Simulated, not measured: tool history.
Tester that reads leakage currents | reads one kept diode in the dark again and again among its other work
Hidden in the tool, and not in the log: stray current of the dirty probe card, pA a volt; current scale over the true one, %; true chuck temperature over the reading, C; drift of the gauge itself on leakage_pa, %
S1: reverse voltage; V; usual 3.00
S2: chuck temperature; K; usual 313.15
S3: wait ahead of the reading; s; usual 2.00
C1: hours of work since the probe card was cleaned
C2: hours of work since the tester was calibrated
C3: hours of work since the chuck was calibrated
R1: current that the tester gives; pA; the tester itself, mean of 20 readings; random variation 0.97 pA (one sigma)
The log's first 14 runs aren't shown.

{"run": 15, "hour": 2508.5, "S1": 5.72, "S2": 313.15, "S3": 2.0, "C1": 147, "C2": 4601, "C3": 281, "R1": 362.3}
{"run": 16, "hour": 2656.7, "S1": 3.0, "S2": 295.15, "S3": 2.0, "C1": 215, "C2": 4669, "C3": 349, "R1": 80.83}
{"run": 17, "hour": 2894.1, "S1": 3.0, "S2": 295.15, "S3": 2.0, "C1": 324, "C2": 4778, "C3": 458, "R1": 81.74}
{"hour": 3060.8, "done": "chuck's temperature calibrated, once more"}
{"run": 18, "hour": 3155.9, "S1": 3.0, "S2": 313.15, "S3": 2.0, "C1": 443, "C2": 4897, "C3": 44, "R1": 314.73}
{"run": 19, "hour": 3274.6, "S1": 3.0, "S2": 313.15, "S3": 2.0, "C1": 497, "C2": 4951, "C3": 98, "R1": 312.87}
{"hour": 3527.0, "done": "tester calibrated"}
{"run": 20, "hour": 3527.0, "S1": 3.0, "S2": 313.15, "S3": 2.0, "C1": 612, "C2": 0, "C3": 213, "R1": 320.8}
{"run": 21, "hour": 3707.9, "S1": 9.39, "S2": 305.15, "S3": 1.36, "C1": 695, "C2": 83, "C3": 295, "R1": 284.87}
{"run": 22, "hour": 3926.2, "S1": 9.39, "S2": 305.15, "S3": 1.36, "C1": 795, "C2": 183, "C3": 395, "R1": 284.95}
{"run": 23, "hour": 4198.5, "S1": 9.39, "S2": 298.15, "S3": 1.61, "C1": 919, "C2": 307, "C3": 520, "R1": 178.49}
{"run": 24, "hour": 4379.9, "S1": 3.0, "S2": 319.15, "S3": 2.0, "C1": 1002, "C2": 390, "C3": 603, "R1": 461.62}
{"hour": 4473.7, "done": "probe card cleaned and baked"}
{"run": 25, "hour": 4563.5, "S1": 8.93, "S2": 328.15, "S3": 1.0, "C1": 41, "C2": 473, "C3": 686, "R1": 1168.79}
{"run": 26, "hour": 4812.8, "S1": 12.13, "S2": 328.15, "S3": 1.0, "C1": 155, "C2": 587, "C3": 800, "R1": 1301.98}
{"run": 27, "hour": 5083.8, "S1": 12.13, "S2": 328.15, "S3": 1.0, "C1": 279, "C2": 711, "C3": 924, "R1": 1291.09}
{"run": 28, "hour": 5207.6, "S1": 4.58, "S2": 299.15, "S3": 0.92, "C1": 336, "C2": 768, "C3": 981, "R1": 134.03}
{"run": 29, "hour": 5420.4, "S1": 1.93, "S2": 296.15, "S3": 0.38, "C1": 433, "C2": 865, "C3": 1078, "R1": 79.25}
{"hour": 5440.9, "done": "chuck's temperature calibrated"}
{"run": 30, "hour": 5624.7, "S1": 3.0, "S2": 296.15, "S3": 2.0, "C1": 526, "C2": 958, "C3": 84, "R1": 99.62}
{"run": 31, "hour": 5780.6, "S1": 3.66, "S2": 313.15, "S3": 2.0, "C1": 597, "C2": 1030, "C3": 156, "R1": 342.24}
{"run": 32, "hour": 6046.6, "S1": 2.58, "S2": 309.15, "S3": 6.48, "C1": 719, "C2": 1151, "C3": 277, "R1": 230.67}
{"run": 33, "hour": 6294.3, "S1": 2.58, "S2": 309.15, "S3": 6.48, "C1": 833, "C2": 1265, "C3": 391, "R1": 229.24}
{"run": 34, "hour": 6512.7, "S1": 3.2, "S2": 303.15, "S3": 6.59, "C1": 933, "C2": 1365, "C3": 491, "R1": 164.57}
{"run": 35, "hour": 6646.5, "S1": 3.2, "S2": 303.15, "S3": 6.59, "C1": 994, "C2": 1426, "C3": 552, "R1": 163.45}
{"hour": 6737.2, "done": "probe card cleaned and baked"}
{"run": 36, "hour": 6865.4, "S1": 1.08, "S2": 317.15, "S3": 6.59, "C1": 59, "C2": 1525, "C3": 651, "R1": 277.36}
{"run": 37, "hour": 7055.5, "S1": 13.36, "S2": 317.15, "S3": 6.59, "C1": 146, "C2": 1612, "C3": 738, "R1": 670.46}
{"run": 38, "hour": 7228.0, "S1": 13.36, "S2": 317.15, "S3": 6.59, "C1": 225, "C2": 1691, "C3": 817, "R1": 674.65}
{"run": 39, "hour": 7464.5, "S1": 3.0, "S2": 317.15, "S3": 1.41, "C1": 333, "C2": 1799, "C3": 925, "R1": 393.56}

3 ways to go on from here, each from the tool as it stands after run 39. What would each give?
{"run": "A", "hour": 7655.9, "S1": 1.23, "S2": 314.15, "S3": 0.3, "C1": 421, "C2": 1887, "C3": 1013, "R1": "?"}
{"run": "B", "hour": 7655.9, "S1": 3.0, "S2": 301.15, "S3": 1.41, "C1": 421, "C2": 1887, "C3": 1013, "R1": "?"}
{"run": "C", "hour": 7655.9, "S1": 12.25, "S2": 331.15, "S3": 3.29, "C1": 421, "C2": 1887, "C3": 1013, "R1": "?"}

run=A R1=233.31
run=B R1=132.66
run=C R1=1530.74
Without the tool's hidden state the same runs would have given:
run=A R1=252.05
run=B R1=142.41
run=C R1=1639.10
